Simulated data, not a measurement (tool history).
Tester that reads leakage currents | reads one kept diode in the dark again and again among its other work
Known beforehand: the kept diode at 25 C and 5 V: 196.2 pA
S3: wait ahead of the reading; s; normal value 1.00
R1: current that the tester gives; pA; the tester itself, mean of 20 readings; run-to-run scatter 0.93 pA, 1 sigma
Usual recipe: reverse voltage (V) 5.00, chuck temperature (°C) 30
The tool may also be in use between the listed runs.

run 1 hour=0.0 | reverse_voltage_(V)=5.00 chuck_temperature_(°C)=30 S3=1.00 | R1=280.45
-- hour=63.3 chuck's temperature calibrated
run 2 hour=162.7 | reverse_voltage_(V)=5.00 chuck_temperature_(°C)=30 S3=1.00 | R1=258.24
run 3 hour=270.7 | reverse_voltage_(V)=5.00 chuck_temperature_(°C)=30 S3=0.48 | R1=259.88
run 4 hour=386.2 | reverse_voltage_(V)=5.00 chuck_temperature_(°C)=30 S3=0.48 | R1=257.19
run 5 hour=473.7 | reverse_voltage_(V)=5.00 chuck_temperature_(°C)=30 S3=0.48 | R1=256.83
run 6 hour=601.3 | reverse_voltage_(V)=5.00 chuck_temperature_(°C)=23 S3=1.00 | R1=135.27
-- hour=667.6 chuck's temperature calibrated, once more
run 7 hour=714.9 | reverse_voltage_(V)=5.00 chuck_temperature_(°C)=23 S3=1.00 | R1=168.83
run 8 hour=865.0 | reverse_voltage_(V)=5.00 chuck_temperature_(°C)=23 S3=1.00 | R1=167.25
run 9 hour=953.9 | reverse_voltage_(V)=5.00 chuck_temperature_(°C)=23 S3=1.00 | R1=167.23
run 10 hour=1093.0 | reverse_voltage_(V)=5.00 chuck_temperature_(°C)=23 S3=1.00 | R1=165.67
run 11 hour=1220.1 | reverse_voltage_(V)=5.00 chuck_temperature_(°C)=23 S3=1.00 | R1=164.99
run 12 hour=1358.9 | reverse_voltage_(V)=5.00 chuck_temperature_(°C)=30 S3=1.00 | R1=306.43
run 13 hour=1431.4 | reverse_voltage_(V)=5.00 chuck_temperature_(°C)=30 S3=1.00 | R1=306.97
run 14 hour=1592.0 | reverse_voltage_(V)=5.00 chuck_temperature_(°C)=30 S3=1.00 | R1=302.51
run 15 hour=1720.6 | reverse_voltage_(V)=5.00 chuck_temperature_(°C)=30 S3=1.00 | R1=300.58
run 16 hour=1796.4 | reverse_voltage_(V)=5.00 chuck_temperature_(°C)=30 S3=8.56 | R1=300.00
run 17 hour=1927.6 | reverse_voltage_(V)=5.00 chuck_temperature_(°C)=30 S3=1.00 | R1=298.55
run 18 hour=2003.7 | reverse_voltage_(V)=5.00 chuck_temperature_(°C)=30 S3=1.00 | R1=297.52
run 19 hour=2117.1 | reverse_voltage_(V)=5.00 chuck_temperature_(°C)=30 S3=1.00 | R1=296.82
run 20 hour=2237.1 | reverse_voltage_(V)=5.00 chuck_temperature_(°C)=30 S3=1.00 | R1=294.12
run 21 hour=2362.7 | reverse_voltage_(V)=2.54 chuck_temperature_(°C)=46 S3=1.00 | R1=795.70
run 22 hour=2475.1 | reverse_voltage_(V)=11.07 chuck_temperature_(°C)=28 S3=5.83 | R1=372.94
run 23 hour=2570.1 | reverse_voltage_(V)=1.10 chuck_temperature_(°C)=45 S3=1.20 | R1=469.84
run 24 hour=2655.5 | reverse_voltage_(V)=2.61 chuck_temperature_(°C)=30 S3=2.84 | R1=205.57
-- hour=2771.2 chuck's temperature calibrated
run 25 hour=2786.6 | reverse_voltage_(V)=6.03 chuck_temperature_(°C)=28 S3=0.66 | R1=297.45
run 26 hour=2859.9 | reverse_voltage_(V)=5.00 chuck_temperature_(°C)=30 S3=3.97 | R1=319.34
run 27 hour=2998.7 | reverse_voltage_(V)=2.23 chuck_temperature_(°C)=33 S3=1.21 | R1=267.68
run 28 hour=3165.0 | reverse_voltage_(V)=9.47 chuck_temperature_(°C)=27 S3=0.44 | R1=342.63
run 29 hour=3299.7 | reverse_voltage_(V)=6.74 chuck_temperature_(°C)=27 S3=0.44 | R1=285.77
run 30 hour=3438.9 | reverse_voltage_(V)=2.96 chuck_temperature_(°C)=39 S3=0.75 | R1=507.61
run 31 hour=3515.9 | reverse_voltage_(V)=3.42 chuck_temperature_(°C)=22 S3=0.47 | R1=126.99
run 32 hour=3591.5 | reverse_voltage_(V)=13.71 chuck_temperature_(°C)=22 S3=3.84 | R1=266.84
run 33 hour=3701.9 | reverse_voltage_(V)=13.71 chuck_temperature_(°C)=22 S3=3.84 | R1=264.00
run 34 hour=3839.7 | reverse_voltage_(V)=5.00 chuck_temperature_(°C)=32 S3=0.54 | R1=363.95
run 35 hour=3989.7 | reverse_voltage_(V)=5.00 chuck_temperature_(°C)=32 S3=0.54 | R1=364.68
run 36 hour=4119.6 | reverse_voltage_(V)=1.52 chuck_temperature_(°C)=55 S3=8.45 | R1=1240.17
run 37 hour=4200.5 | reverse_voltage_(V)=1.52 chuck_temperature_(°C)=55 S3=8.45 | R1=1238.99
run 38 hour=4296.0 | reverse_voltage_(V)=5.00 chuck_temperature_(°C)=41 S3=7.52 | R1=754.93

5 ways to go on from here, each from the tool as it stands after run 38. What would each give?
run A hour=4445.6 | reverse_voltage_(V)=3.85 chuck_temperature_(°C)=32 S3=2.55 | R1=?
run B hour=4445.6 | reverse_voltage_(V)=5.00 chuck_temperature_(°C)=34 S3=7.52 | R1=?
run C hour=4445.6 | reverse_voltage_(V)=5.00 chuck_temperature_(°C)=24 S3=1.00 | R1=?
run D hour=4445.6 | reverse_voltage_(V)=5.00 chuck_temperature_(°C)=41 S3=0.45 | R1=?
run E hour=4445.6 | reverse_voltage_(V)=5.00 chuck_temperature_(°C)=41 S3=7.52 | R1=?

run=A R1=306.54
run=B R1=416.75
run=C R1=178.15
run=D R1=748.90
run=E R1=754.37
With no hidden state in the tool, these same runs would have given:
run=A R1=321.88
run=B R1=437.66
run=C R1=181.63
run=D R1=791.86
run=E R1=797.91

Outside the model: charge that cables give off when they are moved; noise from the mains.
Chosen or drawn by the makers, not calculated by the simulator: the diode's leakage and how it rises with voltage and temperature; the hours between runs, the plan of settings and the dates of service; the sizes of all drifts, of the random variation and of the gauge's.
